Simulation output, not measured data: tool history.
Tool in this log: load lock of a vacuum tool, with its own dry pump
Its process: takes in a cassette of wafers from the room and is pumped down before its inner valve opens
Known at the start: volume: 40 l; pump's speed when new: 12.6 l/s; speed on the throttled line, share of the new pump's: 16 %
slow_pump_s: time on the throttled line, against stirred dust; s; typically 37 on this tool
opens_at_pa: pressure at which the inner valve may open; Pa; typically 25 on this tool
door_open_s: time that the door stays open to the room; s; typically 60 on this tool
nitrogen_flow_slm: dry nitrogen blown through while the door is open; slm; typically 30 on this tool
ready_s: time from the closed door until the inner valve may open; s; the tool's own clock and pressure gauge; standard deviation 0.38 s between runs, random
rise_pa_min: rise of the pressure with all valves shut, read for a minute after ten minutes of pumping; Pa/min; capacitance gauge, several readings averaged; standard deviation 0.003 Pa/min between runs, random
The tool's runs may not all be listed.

run	day	slow_pump_s	opens_at_pa	door_open_s	nitrogen_flow_slm	incoming humidity of the room's air, %	ready_s	rise_pa_min
1	0.000	37	25	60	30	43.6	60.3	0.070
2	11.300	21	25	60	30	44.6	47.7	0.071
3	19.292	37	42	60	30	45.1	58.9	0.077
4	29.408	37	39	60	30	47.5	58.9	0.079
5	35.004	37	39	60	30	44.0	59.2	0.077
6	45.592	37	39	60	30	45.8	59.0	0.078
7	53.729	37	39	60	30	44.7	59.2	0.078
8	62.333	37	25	117	30	43.4	61.2	0.089
9	70.925	37	25	117	30	42.8	61.3	0.099
10	80.567	37	25	117	30	44.3	61.3	0.098
11	87.904	37	25	60	30	44.6	61.6	0.082
12	97.442	37	25	60	30	43.9	60.4	0.080
13	109.667	37	25	60	30	42.8	61.5	0.088
14	115.158	37	25	60	30	45.1	61.0	0.081
15	124.800	37	25	60	40	46.6	60.7	0.083
16	134.562	37	25	60	40	45.4	61.5	0.081
17	139.621	37	25	60	40	45.1	61.5	0.087
# day 144.900: dry pump taken out, an overhauled one fitted
18	152.350	70	25	60	7	42.2	85.3	0.118
19	161.154	70	25	60	7	44.7	85.8	0.121
20	169.654	38	20	60	30	47.1	59.1	0.093
21	176.012	39	25	60	30	43.1	58.8	0.098
22	182.542	39	25	60	30	45.4	59.2	0.105

How would selected steps in ready_s from run to run divide? Give the signed amount a tool lacking its hidden state would still show from settings, what came in and random variation, and the signed amount left for the hidden state, including any gauge scatter that is not in both of the compared results.
What the log doesn't record here: pump's speed, % of a new pump's; leak at the door's seal, Pa l/s; drift of the gauge itself on ready_s, %; drift of the gauge itself on rise_pa_min, %.
Run 2 -> 3: slow_pump_s 21 -> 37, opens_at_pa 25 -> 42. ready_s +11.2 s: hidden state -0.7, all else +11.9.
Run 17 -> 18: slow_pump_s 37 -> 70, nitrogen_flow_slm 40 -> 7, dry pump taken out, an overhauled one fitted. ready_s +23.8 s: hidden state -3.9, all else +27.7.
Run 19 -> 20: slow_pump_s 70 -> 38, opens_at_pa 25 -> 20, nitrogen_flow_slm 7 -> 30. ready_s -26.7 s: hidden state +0.1, all else -26.8.
